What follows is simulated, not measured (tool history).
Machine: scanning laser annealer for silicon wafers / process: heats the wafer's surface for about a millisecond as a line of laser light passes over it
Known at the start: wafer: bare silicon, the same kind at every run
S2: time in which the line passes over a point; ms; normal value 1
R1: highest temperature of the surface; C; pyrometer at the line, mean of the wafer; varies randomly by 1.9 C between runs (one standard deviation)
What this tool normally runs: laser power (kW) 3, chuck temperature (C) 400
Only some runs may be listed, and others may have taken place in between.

{"run": 1, "day": 0.0, "laser power (kW)": 3, "S2": 1, "chuck temperature (C)": 400, "R1": 1114}
{"run": 2, "day": 1.542, "laser power (kW)": 3, "S2": 1, "chuck temperature (C)": 400, "R1": 1116}
{"run": 3, "day": 3.129, "laser power (kW)": 3, "S2": 1, "chuck temperature (C)": 438, "R1": 1150}
{"run": 4, "day": 4.567, "laser power (kW)": 3, "S2": 1, "chuck temperature (C)": 438, "R1": 1149}
{"run": 5, "day": 6.479, "laser power (kW)": 3, "S2": 0.79, "chuck temperature (C)": 438, "R1": 1072}
{"run": 6, "day": 8.229, "laser power (kW)": 3, "S2": 1, "chuck temperature (C)": 400, "R1": 1106}
{"run": 7, "day": 9.879, "laser power (kW)": 3, "S2": 1.04, "chuck temperature (C)": 400, "R1": 1114}
{"run": 8, "day": 10.9, "laser power (kW)": 3, "S2": 1.04, "chuck temperature (C)": 430, "R1": 1143}
{"run": 9, "day": 12.304, "laser power (kW)": 3, "S2": 1, "chuck temperature (C)": 400, "R1": 1100}
{"run": 10, "day": 13.433, "laser power (kW)": 3, "S2": 1, "chuck temperature (C)": 400, "R1": 1096}
{"run": 11, "day": 15.138, "laser power (kW)": 2.816, "S2": 1, "chuck temperature (C)": 400, "R1": 1052}
{"run": 12, "day": 16.629, "laser power (kW)": 2.816, "S2": 1, "chuck temperature (C)": 400, "R1": 1053}
{"run": 13, "day": 18.05, "laser power (kW)": 3.17, "S2": 1.22, "chuck temperature (C)": 376, "R1": 1170}
{"run": 14, "day": 19.904, "laser power (kW)": 3.179, "S2": 1.09, "chuck temperature (C)": 417, "R1": 1172}
{"run": 15, "day": 21.442, "laser power (kW)": 3.258, "S2": 0.93, "chuck temperature (C)": 417, "R1": 1132}
{"day": 21.671, "done": "window over the wafer cleaned"}
{"run": 16, "day": 22.925, "laser power (kW)": 3.258, "S2": 0.93, "chuck temperature (C)": 417, "R1": 1121}
{"run": 17, "day": 24.212, "laser power (kW)": 3.258, "S2": 0.94, "chuck temperature (C)": 377, "R1": 1086}
{"run": 18, "day": 25.346, "laser power (kW)": 3.021, "S2": 0.91, "chuck temperature (C)": 395, "R1": 1039}
{"run": 19, "day": 26.458, "laser power (kW)": 3.215, "S2": 0.81, "chuck temperature (C)": 412, "R1": 1061}

Forecast run 20:
{"day": 27.704, "done": "window over the wafer cleaned, once more"}
{"run": 20, "day": 28.096, "laser power (kW)": 3.215, "S2": 0.81, "chuck temperature (C)": 412, "R1": "?"}

R1: 1112 C
The same run, on a tool lacking any hidden state, would have yielded R1 1120 C.
